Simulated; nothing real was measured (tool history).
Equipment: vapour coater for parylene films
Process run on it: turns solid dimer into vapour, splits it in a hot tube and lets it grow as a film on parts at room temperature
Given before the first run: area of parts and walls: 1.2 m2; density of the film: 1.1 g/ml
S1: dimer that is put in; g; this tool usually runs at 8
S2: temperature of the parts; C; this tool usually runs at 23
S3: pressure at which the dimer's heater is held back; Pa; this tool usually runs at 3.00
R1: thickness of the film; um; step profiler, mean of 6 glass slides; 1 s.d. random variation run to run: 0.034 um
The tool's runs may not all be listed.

Run 1, hour 0.0: usual settings. Result: R1 3.11 um.
Run 2, hour 68.7: usual settings but S2 16 C. Result: R1 3.69 um.
Run 3, hour 133.8: usual settings but S3 9.39 Pa. Result: R1 2.40 um.
Run 4, hour 167.4: usual settings but S3 9.39 Pa. Result: R1 2.19 um.
Run 5, hour 207.7: usual settings but S3 9.39 Pa. Result: R1 2.18 um.
Run 6, hour 263.8: usual settings but S3 9.39 Pa. Result: R1 2.13 um.
Run 7, hour 318.3: usual settings but S3 9.39 Pa. Result: R1 2.12 um.
Run 8, hour 380.3: usual settings but S3 9.39 Pa. Result: R1 2.06 um.
Run 9, hour 429.8: usual settings but S1 12 g, S2 28 C, S3 6.73 Pa. Result: R1 2.86 um.
Run 10, hour 487.7: usual settings but S1 5 g, S2 28 C, S3 6.73 Pa. Result: R1 1.17 um.
Run 11, hour 519.0: usual settings but S1 5 g, S2 28 C, S3 6.73 Pa. Result: R1 1.16 um.
Run 12, hour 590.8: usual settings but S1 5 g, S2 28 C, S3 6.73 Pa. Result: R1 1.58 um.
Run 13, hour 657.4: usual settings but S1 5 g, S2 30 C, S3 3.73 Pa. Result: R1 1.62 um.
Run 14, hour 712.0: usual settings but S1 5 g, S2 30 C, S3 3.73 Pa. Result: R1 1.65 um.
Run 15, hour 755.1: usual settings but S1 5 g, S2 25 C, S3 3.58 Pa. Result: R1 1.90 um.

Missing from the log above: 2 entries noted between runs. For each, name the pair of listed runs it sits between and say how the tool's hidden condition differs from the listed run just before to the listed run just after:
In the gap between runs 3 and 4: trap's valve overhauled (hour 149.5)
  vapour lost through the trap's worn valve, %: 12.4 -> 20.5; true temperature of the parts over the reading, C: -0.11 -> -0.12
  the result without the hidden state subtracted from the measured one, R1: -0.33 -> -0.55 um
In the gap between runs 11 and 12: trap's valve overhauled, once more (hour 559.7)
  vapour lost through the trap's worn valve, %: 27.1 -> 1; true temperature of the parts over the reading, C: -0.19 -> -0.2
  the result without the hidden state subtracted from the measured one, R1: -0.43 -> -0.01 um

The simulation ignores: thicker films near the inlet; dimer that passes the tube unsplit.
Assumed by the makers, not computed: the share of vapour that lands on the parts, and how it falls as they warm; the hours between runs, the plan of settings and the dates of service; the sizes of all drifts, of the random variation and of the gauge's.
